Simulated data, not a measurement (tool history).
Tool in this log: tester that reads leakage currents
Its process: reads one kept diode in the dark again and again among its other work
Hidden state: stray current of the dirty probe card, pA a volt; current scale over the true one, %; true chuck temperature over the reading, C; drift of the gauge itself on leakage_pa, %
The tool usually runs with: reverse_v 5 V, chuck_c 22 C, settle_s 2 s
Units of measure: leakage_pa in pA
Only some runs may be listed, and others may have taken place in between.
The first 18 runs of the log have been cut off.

| run | day | reverse_v | chuck_c | settle_s | hours of work since the probe card was cleaned | hours of work since the tester was calibrated | hours of work since the chuck was calibrated | leakage_pa |
|---|---|---|---|---|---|---|---|---|
| 19 | 116.8 | 5 | 22 | 0.61 | 2999 | 2999 | 690 | 119.29 |
| 20 | 125.288 | 5 | 22 | 0.61 | 3142 | 3142 | 832 | 120.39 |
| 21 | 132.242 | 5 | 35 | 0.61 | 3258 | 3258 | 948 | 312.92 |
| 22 | 140.8 | 2.92 | 37 | 6.32 | 3401 | 3401 | 1092 | 296.89 |
| 23 | 145.938 | 2.92 | 37 | 6.32 | 3487 | 3487 | 1178 | 298.2 |
| 24 | 152.362 | 5 | 47 | 1.13 | 3595 | 3595 | 1285 | 723.97 |
| 25 | 160.708 | 4.58 | 47 | 1.13 | 3735 | 3735 | 1425 | 705.01 |
| 26 | 165.279 | 2.37 | 20 | 7.22 | 3811 | 3811 | 1502 | 80.63 |
|  | 168.808 | probe card cleaned and baked |
| 27 | 169.4 | 1.76 | 30 | 2 | 10 | 3878 | 1569 | 152.31 |
|  | 175.308 | tester calibrated |
| 28 | 175.783 | 1.76 | 30 | 2 | 115 | 8 | 1674 | 149.75 |
| 29 | 183.325 | 1.76 | 30 | 2 | 242 | 134 | 1801 | 151.19 |
| 30 | 191.679 | 1.74 | 45 | 1.41 | 382 | 274 | 1941 | 432.64 |
| 31 | 198.029 | 1.74 | 29 | 5.35 | 488 | 381 | 2047 | 141.38 |
|  | 203.904 | chuck's temperature calibrated |
| 32 | 207.646 | 9.73 | 29 | 2 | 648 | 540 | 63 | 239.37 |
| 33 | 214.3 | 2.58 | 40 | 4.59 | 759 | 652 | 174 | 327.47 |
| 34 | 218.558 | 4.1 | 38 | 6.43 | 831 | 723 | 246 | 340.25 |
| 35 | 227.967 | 4.1 | 38 | 6.43 | 988 | 881 | 403 | 341.21 |
| 36 | 236.125 | 8.98 | 38 | 6.43 | 1125 | 1018 | 540 | 457.83 |
| 37 | 244.596 | 1.04 | 55 | 2.14 | 1267 | 1159 | 682 | 656.84 |
| 38 | 249.95 | 1.53 | 22 | 2 | 1357 | 1249 | 771 | 75.6 |
| 39 | 257.846 | 2.44 | 25 | 0.51 | 1489 | 1381 | 904 | 113.31 |

What if the next run were any one of these 4? Each begins from the tool's condition after run 39:
| A | 265.912 | 1.14 | 26 | 0.53 | 1624 | 1517 | 1039 | ? |
| B | 265.912 | 6.52 | 57 | 1.13 | 1624 | 1517 | 1039 | ? |
| C | 265.912 | 12.93 | 57 | 5.61 | 1624 | 1517 | 1039 | ? |
| D | 265.912 | 19.87 | 25 | 0.51 | 1624 | 1517 | 1039 | ? |

| run | leakage_pa |
|---|---|
| A | 93.8 |
| B | 1459.86 |
| C | 1873.41 |
| D | 251.63 |
With no hidden state in the tool, these same runs would have given:
| run | leakage_pa |
|---|---|
| A | 88.55 |
| B | 1392.99 |
| C | 1785.99 |
| D | 232.05 |
